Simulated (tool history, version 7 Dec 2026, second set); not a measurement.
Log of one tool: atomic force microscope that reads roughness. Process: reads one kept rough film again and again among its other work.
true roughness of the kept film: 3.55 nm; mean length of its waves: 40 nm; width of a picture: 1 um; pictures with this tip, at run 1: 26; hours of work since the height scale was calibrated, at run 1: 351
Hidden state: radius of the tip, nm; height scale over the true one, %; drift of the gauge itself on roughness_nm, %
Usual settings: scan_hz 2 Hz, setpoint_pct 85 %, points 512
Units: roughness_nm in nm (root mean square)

run   hour  scan_hz  setpoint_pct  points  pictures with this tip  hours of work since the height scale was calibrated  roughness_nm
  1      0        2            85     512                      26                                                  351         2.743
  2   13.9        2            85     512                      40                                                  357         2.703
  3   29.4        2            85     512                      56                                                  363         2.684
  4   42.6        2            85     512                      70                                                  369          2.66
  5   62.1        2            85     512                      90                                                  376         2.614
  6   82.6        2            85     512                     112                                                  385         2.586
  7   95.8        2            85     512                     125                                                  390         2.568
  8  106.3        2            85     512                     136                                                  394         2.555
     109.7  -- new tip fitted
  9  118.6        2            85     307                      10                                                  399         2.762
 10  130.8        2            85     307                      22                                                  404         2.755
 11  143.7        2            85     512                      36                                                  409         2.726
 12  153.4        2            85     512                      46                                                  413         2.694
 13  172.3        2            85     512                      66                                                  421         2.669
 14  189.7        2            85     512                      84                                                  428          2.64
 15  210.4        2            85     512                     105                                                  436         2.611
 16  227.1        2            85     512                     123                                                  443         2.583
     229.2  -- height scale calibrated on a step standard
     244.6  -- new tip fitted
 17  249.8        2            85     512                       6                                                    8         2.759
 18  264.8        2            85     512                      21                                                   14          2.76
 19  282.1        2            85     512                      39                                                   21         2.712
 20  302.1        2            85     512                      60                                                   29         2.699
     321.4  -- height scale calibrated on a step standard, once more
 21  321.4        2            85     512                      79                                                    0         2.675
 22  332.9     0.62            85     512                      91                                                    5         2.922
 23  352.5     0.62            85     512                     112                                                   13         2.908
 24  372.4        2            85     512                     132                                                   21         2.578
     380.1  -- new tip fitted
 25  385.9        2            85     512                       6                                                   26         2.808
 26    398        2            85     512                      18                                                   31          2.79
 27  414.9     3.08            55     851                      36                                                   38         3.058
 28  430.6     3.08            55     851                      52                                                   44         3.018
 29  449.4     0.57            55     851                      72                                                   52         3.067
 30  459.4     0.52            64     851                      82                                                   56         3.054
 31  479.8     0.52            64     851                     104                                                   64         3.021
 32  499.6     0.52            64     851                     124                                                   72         2.943
     514.1  -- new tip fitted
 33  521.7     0.52            64     851                       8                                                   81           3.2
 34  532.6     0.52            64     851                      19                                                   85         3.143
 35  546.2     0.52            64     851                      33                                                   91         3.145
 36  565.7     0.52            64     851                      53                                                   98         3.098
 37  577.5     0.52            64     386                      66                                                  103         3.077
 38  595.2     0.52            64     386                      84                                                  110         3.033
 39  605.8     1.19            70     348                      95                                                  115         2.891
 40  626.2     1.19            56     348                     116                                                  123         2.958
     648.1  -- new tip fitted
 41  648.1     0.98            85     512                       0                                                  132          3.01
 42  663.2     3.71            62     594                      15                                                  138         2.972
 43  678.2     3.71            62     594                      31                                                  144         2.927
 44  695.1     3.71            62     594                      49                                                  151         2.898
 45  713.4     3.71            83     405                      68                                                  158          2.46
 46  728.7     3.71            83     405                      84                                                  164         2.413
 47  738.5        2            70     322                      94                                                  168         2.823
 48  759.8     0.65            58     845                     116                                                  177         2.964
 49  775.1        2            85     334                     132                                                  183         2.545
       782  -- new tip fitted
 50  794.3     1.01            88     334                      12                                                  191          2.93

Hidden state or all else? Some run-to-run changes of roughness_nm, split into what the settings, what came in and random variation would give without the hidden state, and what is left for the hidden state (with any gauge scatter that isn't in both results):
Run 8 -> 9: points 512 -> 307, new tip fitted. roughness_nm +0.207 nm (root mean square): hidden state +0.218, all else -0.011.
Run 32 -> 33: new tip fitted. roughness_nm +0.257 nm (root mean square): hidden state +0.214, all else +0.043.
Run 40 -> 41: scan_hz 1.19 -> 0.98, setpoint_pct 56 -> 85, points 348 -> 512, new tip fitted. roughness_nm +0.052 nm (root mean square): hidden state +0.222, all else -0.17.
Run 44 -> 45: setpoint_pct 62 -> 83, points 594 -> 405. roughness_nm -0.438 nm (root mean square): hidden state -0.014, all else -0.424.
Run 46 -> 47: scan_hz 3.71 -> 2, setpoint_pct 83 -> 70, points 405 -> 322. roughness_nm +0.41 nm (root mean square): hidden state -0.044, all else +0.454.
Run 48 -> 49: scan_hz 0.65 -> 2, setpoint_pct 58 -> 85, points 845 -> 334. roughness_nm -0.419 nm (root mean square): hidden state +0.009, all else -0.428.
